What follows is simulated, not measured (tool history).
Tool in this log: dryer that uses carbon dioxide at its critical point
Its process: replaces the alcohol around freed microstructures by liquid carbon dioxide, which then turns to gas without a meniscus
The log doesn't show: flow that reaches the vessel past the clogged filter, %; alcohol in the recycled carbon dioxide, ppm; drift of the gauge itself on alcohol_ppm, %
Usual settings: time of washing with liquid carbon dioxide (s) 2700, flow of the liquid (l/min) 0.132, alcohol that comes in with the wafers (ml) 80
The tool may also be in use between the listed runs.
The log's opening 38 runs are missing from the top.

run     day  time of washing with liquid carbon dioxide (s)  flow of the liquid (l/min)  alcohol that comes in with the wafers (ml)  hours of work since the filter was changed  hours of work since the purifier's bed was changed  alcohol left in the vessel before it's heated (ppm by volume)
 39  24.767                                            1920                       0.156                                          25                                         342                                                 683                                                            538
 40  25.471                                            3240                       0.132                                          47                                         352                                                 693                                                            232
 41  25.858                                            1620                       0.096                                          27                                         358                                                 699                                                           3516
 42  26.671                                            1620                       0.096                                          27                                         370                                                 711                                                           3523
 43  27.192                                            2520                       0.146                                          34                                         378                                                 719                                                            333
 44  28.096                                            2520                       0.081                                          34                                         391                                                 732                                                           2286
 45  28.592                                            2520                       0.081                                          34                                         399                                                 740                                                           2403
 46  29.142                                            2520                       0.081                                          34                                         407                                                 748                                                           2339
 47  30.008                                            2460                       0.152                                          80                                         419                                                 761                                                            618

Branching from run 47: 3 alternative next runs. What would each branch give?
  A  30.667                                            2220                       0.216                                          65                                         429                                                 770                                                              ?
  B  30.667                                            3480                         0.1                                          80                                         429                                                 770                                                              ?
  C  30.667                                            3360                       0.152                                          80                                         429                                                 770                                                              ?

run  alcohol left in the vessel before it's heated (ppm by volume)
  A                                                            194
  B                                                            890
  C                                                            186
Without the tool's hidden state the same runs would have given:
run  alcohol left in the vessel before it's heated (ppm by volume)
  A                                                             71
  B                                                            624
  C                                                             65
